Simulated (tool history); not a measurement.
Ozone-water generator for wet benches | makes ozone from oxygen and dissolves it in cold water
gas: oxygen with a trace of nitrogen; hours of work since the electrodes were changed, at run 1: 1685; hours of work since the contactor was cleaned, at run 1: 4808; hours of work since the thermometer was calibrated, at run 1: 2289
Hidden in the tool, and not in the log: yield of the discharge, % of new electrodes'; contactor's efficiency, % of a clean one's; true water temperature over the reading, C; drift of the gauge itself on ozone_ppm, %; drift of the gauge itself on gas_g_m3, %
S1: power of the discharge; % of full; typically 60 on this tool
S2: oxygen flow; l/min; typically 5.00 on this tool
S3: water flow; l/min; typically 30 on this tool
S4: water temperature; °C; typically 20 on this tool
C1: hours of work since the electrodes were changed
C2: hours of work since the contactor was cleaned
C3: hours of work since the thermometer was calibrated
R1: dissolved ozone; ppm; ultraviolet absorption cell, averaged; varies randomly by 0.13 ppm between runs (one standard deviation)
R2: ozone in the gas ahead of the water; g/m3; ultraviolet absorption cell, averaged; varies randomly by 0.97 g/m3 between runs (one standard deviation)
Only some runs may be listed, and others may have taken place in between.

Run 1, hour 0.0: usual settings; C1 1685; C2 4808; C3 2289. Result: R1 12.9 ppm, R2 164.9 g/m3.
Run 2, hour 108.5: usual settings; C1 1753; C2 4875; C3 2356. Result: R1 12.7 ppm, R2 166.3 g/m3.
Run 3, hour 231.2: usual settings; C1 1829; C2 4951; C3 2433. Result: R1 12.8 ppm, R2 166.1 g/m3.
Run 4, hour 325.0: usual settings; C1 1888; C2 5010; C3 2491. Result: R1 12.7 ppm, R2 166.0 g/m3.
Run 5, hour 402.7: usual settings but S1 61 % of full; C1 1936; C2 5058; C3 2539. Result: R1 12.7 ppm, R2 165.5 g/m3.
Run 6, hour 516.1: usual settings; C1 2007; C2 5129; C3 2610. Result: R1 12.7 ppm, R2 164.0 g/m3.
Run 7, hour 636.0: usual settings; C1 2081; C2 5203; C3 2685. Result: R1 12.7 ppm, R2 164.8 g/m3.
Run 8, hour 780.0: usual settings; C1 2171; C2 5293; C3 2774. Result: R1 12.7 ppm, R2 164.7 g/m3.
Run 9, hour 866.4: usual settings; C1 2225; C2 5347; C3 2828. Result: R1 12.9 ppm, R2 163.9 g/m3.
Run 10, hour 962.9: usual settings; C1 2285; C2 5407; C3 2888. Result: R1 12.6 ppm, R2 164.3 g/m3.
Run 11, hour 1063.5: usual settings; C1 2347; C2 5469; C3 2951. Result: R1 12.8 ppm, R2 165.0 g/m3.
Run 12, hour 1205.3: usual settings; C1 2436; C2 5558; C3 3039. Result: R1 12.6 ppm, R2 162.5 g/m3.
Run 13, hour 1286.8: usual settings but S3 42 l/min; C1 2486; C2 5608; C3 3090. Result: R1 9.2 ppm, R2 162.9 g/m3.
Run 14, hour 1346.9: usual settings but S3 42 l/min; C1 2524; C2 5646; C3 3127. Result: R1 9.1 ppm, R2 164.2 g/m3.
Run 15, hour 1424.2: usual settings but S3 42 l/min; C1 2572; C2 5694; C3 3175. Result: R1 9.4 ppm, R2 164.5 g/m3.
Run 16, hour 1521.2: usual settings but S3 42 l/min; C1 2632; C2 5754; C3 3236. Result: R1 9.2 ppm, R2 162.2 g/m3.
Run 17, hour 1594.5: usual settings but S3 42 l/min; C1 2678; C2 5800; C3 3281. Result: R1 9.3 ppm, R2 161.5 g/m3.
Run 18, hour 1652.8: usual settings but S2 3.43 l/min, S3 42 l/min; C1 2714; C2 5836; C3 3317. Result: R1 8.5 ppm, R2 195.5 g/m3.
Run 19, hour 1750.2: usual settings but S2 3.43 l/min, S3 29 l/min; C1 2775; C2 5897; C3 3378. Result: R1 12.0 ppm, R2 196.0 g/m3.
Run 20, hour 1828.3: usual settings but S1 76 % of full, S2 3.24 l/min, S3 29 l/min; C1 2823; C2 5945; C3 3427. Result: R1 13.7 ppm, R2 229.7 g/m3.
Run 21, hour 1952.4: usual settings but S1 76 % of full, S4 27 °C; C1 2901; C2 6023; C3 3504. Result: R1 13.4 ppm, R2 186.5 g/m3.
Run 22, hour 2026.2: usual settings but S2 2.82 l/min, S4 23 °C; C1 2947; C2 6069; C3 3550. Result: R1 11.1 ppm, R2 211.7 g/m3.
Run 23, hour 2136.2: usual settings but S1 43 % of full, S3 19 l/min, S4 24 °C; C1 3015; C2 6137; C3 3618. Result: R1 14.3 ppm, R2 133.4 g/m3.
Run 24, hour 2273.3: usual settings but S2 3.16 l/min, S3 24 l/min; C1 3100; C2 6222; C3 3704. Result: R1 14.3 ppm, R2 202.1 g/m3.
Run 25, hour 2355.6: usual settings but S2 3.16 l/min, S3 24 l/min; C1 3152; C2 6274; C3 3755. Result: R1 14.0 ppm, R2 202.3 g/m3.
Run 26, hour 2478.9: usual settings but S1 73 % of full, S2 2.79 l/min, S4 25 °C; C1 3228; C2 6350; C3 3832. Result: R1 12.0 ppm, R2 239.3 g/m3.
Run 27, hour 2575.8: usual settings but S1 73 % of full, S2 4.57 l/min, S4 25 °C; C1 3289; C2 6411; C3 3892. Result: R1 13.3 ppm, R2 190.5 g/m3.
Run 28, hour 2654.3: usual settings but S1 73 % of full, S2 4.57 l/min, S4 25 °C; C1 3337; C2 6460; C3 3941. Result: R1 13.1 ppm, R2 188.6 g/m3.
At hour 2663.8: water thermometer calibrated.
Run 29, hour 2719.5: usual settings but S1 73 % of full, S2 4.57 l/min, S4 25 °C; C1 3378; C2 6500; C3 35. Result: R1 13.2 ppm, R2 189.3 g/m3.
Run 30, hour 2850.9: usual settings but S1 86 % of full, S2 3.64 l/min, S3 20 l/min, S4 18 °C; C1 3460; C2 6582; C3 116. Result: R1 21.5 ppm, R2 232.8 g/m3.
Run 31, hour 2977.6: usual settings but S1 86 % of full, S2 3.64 l/min, S3 20 l/min, S4 18 °C; C1 3538; C2 6660; C3 195. Result: R1 21.7 ppm, R2 231.7 g/m3.
Run 32, hour 3084.6: usual settings but S1 86 % of full, S2 3.64 l/min, S3 20 l/min, S4 18 °C; C1 3605; C2 6727; C3 262. Result: R1 21.5 ppm, R2 231.5 g/m3.
At hour 3108.7: gauge calibrated.
Run 33, hour 3186.4: usual settings but S1 55 % of full, S4 13 °C; C1 3668; C2 6790; C3 325. Result: R1 13.2 ppm, R2 157.5 g/m3.

Hidden state or all else? Some run-to-run changes of R2, split into what the settings, what came in and random variation would give without the hidden state, and what is left for the hidden state (with any gauge scatter that isn't in both results):
Run 22 -> 23: S1 60 -> 43, S2 2.82 -> 5.00, S3 30 -> 19, S4 23 -> 24. R2 -78.3 g/m3: hidden state +1.5, all else -79.8.
Run 23 -> 24: S1 43 -> 60, S2 5.00 -> 3.16, S3 19 -> 24, S4 24 -> 20. R2 +68.7 g/m3: hidden state -1.8, all else +70.5.
Run 29 -> 30: S1 73 -> 86, S2 4.57 -> 3.64, S3 30 -> 20, S4 25 -> 18. R2 +43.5 g/m3: hidden state -1.6, all else +45.1.
Run 32 -> 33: S1 86 -> 55, S2 3.64 -> 5.00, S3 20 -> 30, S4 18 -> 13, gauge calibrated. R2 -74.0 g/m3: hidden state +7.1, all else -81.1.
